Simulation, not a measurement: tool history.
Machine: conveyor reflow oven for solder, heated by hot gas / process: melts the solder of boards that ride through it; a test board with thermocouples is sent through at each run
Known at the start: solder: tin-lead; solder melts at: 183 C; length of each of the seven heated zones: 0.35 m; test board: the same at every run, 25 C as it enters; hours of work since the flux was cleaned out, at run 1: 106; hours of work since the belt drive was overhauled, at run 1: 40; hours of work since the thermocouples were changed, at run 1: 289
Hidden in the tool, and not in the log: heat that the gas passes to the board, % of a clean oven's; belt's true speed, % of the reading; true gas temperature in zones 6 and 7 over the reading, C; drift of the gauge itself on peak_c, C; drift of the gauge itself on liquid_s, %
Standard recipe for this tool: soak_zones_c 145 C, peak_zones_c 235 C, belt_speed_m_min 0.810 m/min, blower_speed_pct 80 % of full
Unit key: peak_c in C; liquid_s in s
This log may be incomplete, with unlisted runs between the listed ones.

run	hour	soak_zones_c	peak_zones_c	belt_speed_m_min	blower_speed_pct	hours of work since the flux was cleaned out	hours of work since the belt drive was overhauled	hours of work since the thermocouples were changed	peak_c	liquid_s
1	0.0	145	235	0.810	80	106	40	289	220.5	42.04
2	3.8	145	235	0.810	80	109	42	291	219.7	42.02
3	10.8	145	235	0.810	80	112	46	295	219.9	42.01
4	16.2	145	235	0.810	80	115	49	298	219.9	42.02
5	21.1	145	235	0.810	80	118	52	301	220.0	42.07
6	26.2	145	235	0.810	80	121	55	304	219.9	41.92
7	31.7	145	235	0.810	80	124	58	307	220.1	42.07
8	39.8	145	235	0.810	80	129	62	311	219.5	42.02
9	46.6	145	235	0.810	80	133	66	315	219.9	41.98
10	52.7	145	235	0.810	53	136	70	319	210.7	35.57
11	56.6	145	235	0.810	53	138	72	321	210.8	35.72
12	63.4	145	235	0.810	63	142	76	325	215.1	38.59
13	71.3	145	227	0.810	63	147	80	329	208.2	34.52
14	78.0	145	227	0.810	63	150	84	333	208.5	34.57
15	86.3	145	227	0.810	63	155	88	338	208.1	34.38
16	90.6	145	227	0.810	63	157	91	340	208.3	34.66
17	97.1	145	227	0.810	63	161	95	344	207.9	34.57
18	104.9	145	227	0.810	63	165	99	348	207.7	34.37
19	109.0	145	235	0.699	87	168	101	350	224.6	51.66
20	114.3	145	235	0.699	87	171	104	353	224.6	51.77
21	121.8	145	235	0.699	52	175	108	358	215.4	45.30
22	130.5	150	225	0.686	84	180	113	363	215.8	50.31
23	139.2	150	225	0.686	84	185	118	367	215.6	50.10
24	147.8	143	228	0.756	54	190	123	372	207.0	35.43
25	154.2	143	228	0.756	54	193	127	376	207.3	35.28
26	160.8	134	235	0.810	67	197	130	380	213.1	35.14
27	164.8	145	241	0.826	74	199	133	382	221.8	41.87
28	169.2	145	235	0.888	72	202	135	384	213.8	34.75
29	174.6	135	235	0.947	64	205	138	387	205.5	24.93
# hour 182.4: flux residue cleaned out of gas plates and filters
30	187.5	142	235	0.708	80	3	143	392	223.6	49.85

Alternative continuations, all from the tool just after run 30; predict every row:
A	194.6	142	250	0.708	80	7	147	396	?	?
B	194.6	138	235	0.829	80	7	147	396	?	?
C	194.6	145	235	0.878	72	7	147	396	?	?
D	194.6	145	235	0.810	72	7	147	396	?	?
E	194.6	131	224	0.810	80	7	147	396	?	?

run	peak_c	liquid_s
A	237.5	54.97
B	218.6	39.08
C	216.5	36.48
D	218.8	41.34
E	209.1	32.96
With the hidden condition removed and each run's random variation left untouched, the same runs would have given:
run	peak_c	liquid_s
A	237.9	54.95
B	219.1	39.19
C	216.9	36.58
D	219.2	41.43
E	209.5	33.17

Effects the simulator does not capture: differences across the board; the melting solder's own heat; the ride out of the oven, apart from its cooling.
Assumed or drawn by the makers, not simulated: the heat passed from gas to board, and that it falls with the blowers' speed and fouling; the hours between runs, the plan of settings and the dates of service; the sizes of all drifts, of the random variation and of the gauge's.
